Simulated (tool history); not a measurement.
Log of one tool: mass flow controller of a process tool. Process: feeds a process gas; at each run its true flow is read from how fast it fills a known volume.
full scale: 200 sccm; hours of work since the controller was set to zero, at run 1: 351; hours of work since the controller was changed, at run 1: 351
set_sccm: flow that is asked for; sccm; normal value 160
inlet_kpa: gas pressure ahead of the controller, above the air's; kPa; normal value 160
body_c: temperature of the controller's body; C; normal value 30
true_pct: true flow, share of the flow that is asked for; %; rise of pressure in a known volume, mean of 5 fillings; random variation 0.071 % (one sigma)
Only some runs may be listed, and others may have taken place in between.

| run | hour | set_sccm | inlet_kpa | body_c | hours of work since the controller was set to zero | hours of work since the controller was changed | true_pct |
|---|---|---|---|---|---|---|---|
| 1 | 0.0 | 160 | 160 | 30 | 351 | 351 | 99.85 |
| 2 | 56.2 | 136 | 160 | 30 | 395 | 395 | 99.25 |
| 3 | 150.6 | 136 | 160 | 30 | 469 | 469 | 99.33 |
| 4 | 224.2 | 160 | 160 | 30 | 527 | 527 | 99.73 |
| 5 | 317.3 | 160 | 160 | 30 | 601 | 601 | 99.65 |
| 6 | 382.5 | 160 | 160 | 34 | 652 | 652 | 99.85 |
| 7 | 466.8 | 160 | 231 | 30 | 718 | 718 | 99.43 |
| 8 | 531.7 | 160 | 231 | 30 | 769 | 769 | 99.36 |
| 9 | 624.0 | 160 | 168 | 30 | 842 | 842 | 99.49 |
| 10 | 718.6 | 160 | 160 | 30 | 917 | 917 | 99.45 |
| 11 | 771.4 | 160 | 160 | 30 | 958 | 958 | 99.51 |
| 12 | 818.8 | 160 | 160 | 30 | 996 | 996 | 99.45 |
| 13 | 872.3 | 160 | 160 | 39 | 1038 | 1038 | 100.05 |
| 14 | 933.7 | 160 | 160 | 30 | 1086 | 1086 | 99.50 |
| 15 | 989.1 | 160 | 160 | 30 | 1130 | 1130 | 99.50 |
| 16 | 1027.8 | 160 | 160 | 30 | 1160 | 1160 | 99.51 |
| 17 | 1106.8 | 160 | 160 | 30 | 1222 | 1222 | 99.47 |
| 18 | 1167.1 | 160 | 160 | 30 | 1270 | 1270 | 99.48 |
| 19 | 1259.8 | 160 | 160 | 30 | 1343 | 1343 | 99.44 |
| 20 | 1323.5 | 160 | 160 | 30 | 1393 | 1393 | 99.38 |
| 21 | 1394.7 | 160 | 160 | 30 | 1449 | 1449 | 99.35 |
| 22 | 1488.5 | 160 | 216 | 30 | 1523 | 1523 | 99.16 |
| 23 | 1536.0 | 160 | 160 | 30 | 1560 | 1560 | 99.32 |
| 24 | 1610.1 | 60 | 199 | 30 | 1619 | 1619 | 97.01 |
| 25 | 1667.1 | 91 | 173 | 30 | 1664 | 1664 | 97.78 |
| 26 | 1737.9 | 39 | 212 | 22 | 1719 | 1719 | 95.39 |
| 27 | 1794.8 | 93 | 273 | 23 | 1764 | 1764 | 97.14 |
| 28 | 1853.8 | 64 | 160 | 27 | 1811 | 1811 | 96.90 |
| 29 | 1934.8 | 64 | 160 | 27 | 1874 | 1874 | 96.88 |
| 30 | 2024.3 | 25 | 222 | 30 | 1945 | 1945 | 94.38 |
|  | 2030.9 | controller's zero set anew |
| 31 | 2076.6 | 25 | 222 | 30 | 36 | 1986 | 93.51 |
| 32 | 2163.6 | 160 | 160 | 26 | 105 | 2054 | 98.71 |
| 33 | 2218.3 | 160 | 224 | 26 | 148 | 2097 | 98.55 |
| 34 | 2302.9 | 160 | 224 | 26 | 214 | 2164 | 98.47 |
| 35 | 2380.5 | 150 | 226 | 31 | 275 | 2225 | 98.60 |
|  | 2414.8 | controller's zero set anew, once more |
| 36 | 2471.1 | 150 | 226 | 31 | 44 | 2296 | 99.30 |
| 37 | 2558.0 | 134 | 180 | 31 | 113 | 2364 | 99.10 |
| 38 | 2602.4 | 28 | 180 | 26 | 148 | 2399 | 97.01 |
| 39 | 2649.1 | 28 | 180 | 26 | 185 | 2436 | 96.92 |
| 40 | 2728.2 | 45 | 240 | 38 | 247 | 2498 | 97.88 |
| 41 | 2794.5 | 160 | 147 | 30 | 299 | 2551 | 99.57 |
| 42 | 2863.2 | 43 | 168 | 30 | 353 | 2605 | 97.41 |
| 43 | 2933.2 | 83 | 252 | 22 | 408 | 2660 | 97.51 |
| 44 | 3016.2 | 160 | 234 | 24 | 474 | 2725 | 98.92 |
| 45 | 3074.4 | 118 | 262 | 24 | 519 | 2771 | 98.08 |

Hidden state or all else? Some run-to-run changes of true_pct, split into what the settings, what came in and random variation would give without the hidden state, and what is left for the hidden state (with any gauge scatter that isn't in both results):
The hidden state here: flow at rest that the sensor doesn't see, % of full scale; true flow over the shown one, %; drift of the gauge itself on true_pct, %.
Run 25 -> 26: set_sccm 91 -> 39, inlet_kpa 173 -> 212, body_c 30 -> 22. true_pct -2.39 %: hidden state -1.07, all else -1.32.
Run 29 -> 30: set_sccm 64 -> 25, inlet_kpa 160 -> 222, body_c 27 -> 30. true_pct -2.50 %: hidden state -1.96, all else -0.54.
Run 31 -> 32: set_sccm 25 -> 160, inlet_kpa 222 -> 160, body_c 30 -> 26. true_pct +5.20 %: hidden state +3.43, all else +1.77.
